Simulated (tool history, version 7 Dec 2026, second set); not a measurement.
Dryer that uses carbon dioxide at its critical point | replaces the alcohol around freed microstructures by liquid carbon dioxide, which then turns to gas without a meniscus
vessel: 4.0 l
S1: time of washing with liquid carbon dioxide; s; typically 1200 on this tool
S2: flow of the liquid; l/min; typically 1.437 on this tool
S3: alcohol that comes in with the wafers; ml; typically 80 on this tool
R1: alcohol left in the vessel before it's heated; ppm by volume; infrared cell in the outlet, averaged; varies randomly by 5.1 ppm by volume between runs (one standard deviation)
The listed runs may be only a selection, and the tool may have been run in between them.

run     day    S1     S2  S3   R1
  1   0.000  1200  1.437  80  219
  2   1.512  1200  1.437  31  198
  3   3.612  1200  1.437  33  209
  4   4.671  1200  1.437  33  221
  5   5.879  1200  1.437  80  251
  6   7.175  1200  1.437  80  273
  7   8.683  1200  1.437  80  270
  8  10.525  1200  1.437  80  288
  9  11.638  1200  1.437  81  285
 10  12.712  1200  1.437  90  310
 11  13.925  1200  1.437  90  310
 12  16.233  1200  1.437  90  345
 13  18.529  1200  1.437  90  350
 14  19.746  1200  1.437  90  292
 15  20.875  1020  1.437  80  377
 16  22.362  1020  1.437  80  363
 17  23.746  1020  1.437  80  367
 18  25.979  1020  1.100  80  697
 19  27.954  1200  1.437  25  268
 20  29.746  1200  1.437  25  290
 21  32.129   960  1.437  80  507
 22  34.371   960  1.437  80  526
 23  36.571   960  1.437  80  539
 24  38.292  1320  1.437  80  341
 25  40.021  1620  1.660  42  296
 26  41.233  1200  1.300  80  466
 27  43.788  1200  1.300  80  102
 28  44.904  1200  1.300  80  100
 29  47.250  1440  1.350  82   38
 30  48.254   780  1.640  46  195
 31  50.242   780  1.260  29  298
 32  52.329  1080  1.437  80  154
 33  54.550  1080  1.437  80  181
 34  56.862  1080  1.437  80  187
 35  58.921  1200  1.437  22   75
 36  60.758  1680  2.420  23   58
 37  62.975  1260  1.970  80   78
 38  65.104   840  1.890  80  167
 39  67.488  1020  1.930  80  106
 40  69.554  1800  0.890  27  107
 41  71.046   960  0.880  30  515
 42  72.317  1200  1.380  55  157

Withheld: 4 entries from between the runs. Position of each, and hidden state at the listed run before versus the listed run after:
Between runs 13 and 14: inlet filter changed (day 19.642)
  flow that reaches the vessel past the clogged filter, %: 87.6 -> 99.8; alcohol in the recycled carbon dioxide, ppm: 228.8 -> 232
  measured minus no-state result, R1: +287 -> +226 ppm by volume
Between runs 26 and 27: inlet filter changed (day 41.796); purifier's bed changed (day 43.258)
  flow that reaches the vessel past the clogged filter, %: 87.7 -> 98.6; alcohol in the recycled carbon dioxide, ppm: 293.8 -> 7.1
  measured minus no-state result, R1: +374 -> +9 ppm by volume
Between runs 37 and 38: inlet filter changed (day 64.192)
  flow that reaches the vessel past the clogged filter, %: 88 -> 99.2; alcohol in the recycled carbon dioxide, ppm: 61.8 -> 67.8
  measured minus no-state result, R1: +65 -> +68 ppm by volume

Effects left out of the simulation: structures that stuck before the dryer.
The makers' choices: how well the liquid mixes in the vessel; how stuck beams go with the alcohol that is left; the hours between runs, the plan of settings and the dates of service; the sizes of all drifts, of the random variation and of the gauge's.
